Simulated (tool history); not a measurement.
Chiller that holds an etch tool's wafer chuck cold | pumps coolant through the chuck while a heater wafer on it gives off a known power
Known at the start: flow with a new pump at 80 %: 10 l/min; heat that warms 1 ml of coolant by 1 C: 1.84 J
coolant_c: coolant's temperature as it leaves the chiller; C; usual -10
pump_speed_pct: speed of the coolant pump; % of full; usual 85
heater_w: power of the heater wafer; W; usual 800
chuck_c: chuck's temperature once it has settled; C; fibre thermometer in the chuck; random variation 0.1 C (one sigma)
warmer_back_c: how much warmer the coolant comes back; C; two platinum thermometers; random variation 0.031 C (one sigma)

Run 1, hour 0.0: usual settings. Result: chuck_c -0.6 C, warmer_back_c 2.45 C.
Run 2, hour 52.3: usual settings. Result: chuck_c -0.4 C, warmer_back_c 2.44 C.
Run 3, hour 115.1: usual settings. Result: chuck_c -0.5 C, warmer_back_c 2.47 C.
Run 4, hour 178.5: usual settings but pump_speed_pct 71 % of full. Result: chuck_c 1.1 C, warmer_back_c 2.96 C.
Run 5, hour 217.8: usual settings but pump_speed_pct 71 % of full. Result: chuck_c 1.1 C, warmer_back_c 2.95 C.
Run 6, hour 262.9: usual settings but pump_speed_pct 71 % of full. Result: chuck_c 1.2 C, warmer_back_c 2.96 C.
Run 7, hour 329.4: usual settings but heater_w 885 W. Result: chuck_c 0.6 C, warmer_back_c 2.74 C.
Run 8, hour 388.2: usual settings but heater_w 885 W. Result: chuck_c 0.7 C, warmer_back_c 2.79 C.
Run 9, hour 420.2: usual settings but heater_w 885 W. Result: chuck_c 0.7 C, warmer_back_c 2.73 C.
Run 10, hour 491.1: usual settings but heater_w 885 W. Result: chuck_c 0.7 C, warmer_back_c 2.76 C.
At hour 497.0: chiller's thermometer calibrated.
Run 11, hour 542.0: usual settings but heater_w 885 W. Result: chuck_c 0.8 C, warmer_back_c 2.73 C.
Run 12, hour 588.3: usual settings but heater_w 885 W. Result: chuck_c 0.7 C, warmer_back_c 2.76 C.
Run 13, hour 643.9: usual settings but heater_w 885 W. Result: chuck_c 0.8 C, warmer_back_c 2.74 C.
Run 14, hour 699.2: usual settings but heater_w 885 W. Result: chuck_c 0.8 C, warmer_back_c 2.76 C.
Run 15, hour 742.4: usual settings but coolant_c -1 C, heater_w 885 W. Result: chuck_c 9.8 C, warmer_back_c 2.78 C.
Run 16, hour 779.0: usual settings but coolant_c -1 C, heater_w 885 W. Result: chuck_c 9.8 C, warmer_back_c 2.76 C.
At hour 791.8: chiller's thermometer calibrated, once more.
Run 17, hour 821.9: usual settings but coolant_c -3 C, pump_speed_pct 81 % of full, heater_w 717 W. Result: chuck_c 6.1 C, warmer_back_c 2.38 C.
Run 18, hour 884.9: usual settings but coolant_c -14 C, pump_speed_pct 71 % of full, heater_w 717 W. Result: chuck_c -3.9 C, warmer_back_c 2.69 C.
Run 19, hour 957.0: usual settings but coolant_c -16 C, pump_speed_pct 71 % of full, heater_w 717 W. Result: chuck_c -5.6 C, warmer_back_c 2.64 C.
Run 20, hour 1006.8: usual settings but coolant_c -16 C, pump_speed_pct 71 % of full, heater_w 717 W. Result: chuck_c -6.0 C, warmer_back_c 2.66 C.
Run 21, hour 1037.1: usual settings but coolant_c -16 C, pump_speed_pct 71 % of full, heater_w 717 W. Result: chuck_c -5.9 C, warmer_back_c 2.68 C.
Run 22, hour 1078.0: usual settings but coolant_c -9 C, pump_speed_pct 78 % of full, heater_w 726 W. Result: chuck_c 0.8 C, warmer_back_c 2.45 C.
Run 23, hour 1132.1: usual settings but coolant_c -9 C, pump_speed_pct 78 % of full, heater_w 726 W. Result: chuck_c 0.7 C, warmer_back_c 2.61 C.
Run 24, hour 1172.4: usual settings but coolant_c -9 C, pump_speed_pct 90 % of full, heater_w 646 W. Result: chuck_c -1.4 C, warmer_back_c 1.92 C.
Run 25, hour 1218.1: usual settings but coolant_c -19 C. Result: chuck_c -9.1 C, warmer_back_c 2.50 C.
Run 26, hour 1283.0: usual settings but coolant_c -17 C, pump_speed_pct 90 % of full. Result: chuck_c -7.5 C, warmer_back_c 2.39 C.
Run 27, hour 1327.4: usual settings but pump_speed_pct 74 % of full. Result: chuck_c 1.4 C, warmer_back_c 2.91 C.
Run 28, hour 1369.1: usual settings but pump_speed_pct 74 % of full. Result: chuck_c 1.3 C, warmer_back_c 2.86 C.
Run 29, hour 1423.2: usual settings but coolant_c -8 C, heater_w 593 W. Result: chuck_c -0.6 C, warmer_back_c 1.93 C.
Run 30, hour 1477.9: usual settings but coolant_c -19 C, pump_speed_pct 69 % of full, heater_w 512 W. Result: chuck_c -11.4 C, warmer_back_c 2.02 C.

5 ways to go on from here, each from the tool as it stands after run 30. What would each give?
Run A, hour 1510.4: usual settings but coolant_c -19 C, pump_speed_pct 91 % of full, heater_w 512 W. Result: chuck_c ?, warmer_back_c ?.
Run B, hour 1510.4: usual settings but coolant_c -15 C, pump_speed_pct 71 % of full, heater_w 847 W. Result: chuck_c ?, warmer_back_c ?.
Run C, hour 1510.4: usual settings but coolant_c -19 C, pump_speed_pct 61 % of full, heater_w 512 W. Result: chuck_c ?, warmer_back_c ?.
Run D, hour 1510.4: usual settings but coolant_c -7 C, pump_speed_pct 76 % of full, heater_w 692 W. Result: chuck_c ?, warmer_back_c ?.
Run E, hour 1510.4: usual settings but coolant_c -12 C, heater_w 418 W. Result: chuck_c ?, warmer_back_c ?.

run  chuck_c  warmer_back_c
  A    -12.9           1.51
  B     -2.7           3.15
  C    -10.6           2.28
  D      2.4           2.46
  E     -6.9           1.32
Without the tool's hidden state the same runs would have given:
run  chuck_c  warmer_back_c
  A    -13.2           1.47
  B     -3.4           3.07
  C    -11.1           2.22
  D      1.9           2.39
  E     -7.2           1.29
